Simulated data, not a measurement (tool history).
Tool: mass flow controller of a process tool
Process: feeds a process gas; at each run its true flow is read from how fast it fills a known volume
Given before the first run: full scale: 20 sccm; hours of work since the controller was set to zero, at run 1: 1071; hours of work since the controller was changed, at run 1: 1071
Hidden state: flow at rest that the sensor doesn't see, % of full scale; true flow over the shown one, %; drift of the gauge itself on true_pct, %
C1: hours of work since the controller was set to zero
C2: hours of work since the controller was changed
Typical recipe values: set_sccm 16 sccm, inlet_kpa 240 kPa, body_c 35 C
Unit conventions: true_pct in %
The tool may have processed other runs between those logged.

run 1 hour=0.0 | set_sccm=16 inlet_kpa=240 body_c=35 | C1=1071 C2=1071 | true_pct=99.38
run 2 hour=82.3 | set_sccm=16 inlet_kpa=240 body_c=35 | C1=1117 C2=1117 | true_pct=99.58
run 3 hour=166.9 | set_sccm=16 inlet_kpa=240 body_c=35 | C1=1165 C2=1165 | true_pct=99.48
run 4 hour=225.1 | set_sccm=16 inlet_kpa=240 body_c=35 | C1=1198 C2=1198 | true_pct=99.40
run 5 hour=293.6 | set_sccm=16 inlet_kpa=240 body_c=35 | C1=1236 C2=1236 | true_pct=99.49
-- hour=299.9 controller's zero set anew
run 6 hour=361.7 | set_sccm=16 inlet_kpa=240 body_c=35 | C1=35 C2=1274 | true_pct=99.44
run 7 hour=420.9 | set_sccm=16 inlet_kpa=240 body_c=35 | C1=68 C2=1308 | true_pct=99.43
run 8 hour=506.9 | set_sccm=16 inlet_kpa=240 body_c=35 | C1=117 C2=1356 | true_pct=99.47
run 9 hour=569.0 | set_sccm=16 inlet_kpa=240 body_c=29 | C1=152 C2=1391 | true_pct=99.64

Estimate the outcome of run 10 from the log above:
run 10 hour=627.1 | set_sccm=7 inlet_kpa=240 body_c=35 | C1=184 C2=1424 | true_pct=?

{"run 10": {"true_pct": 97.69}}
If the tool had no hidden condition, the same run with the same run-to-run variation would have returned true_pct 97.79 %.

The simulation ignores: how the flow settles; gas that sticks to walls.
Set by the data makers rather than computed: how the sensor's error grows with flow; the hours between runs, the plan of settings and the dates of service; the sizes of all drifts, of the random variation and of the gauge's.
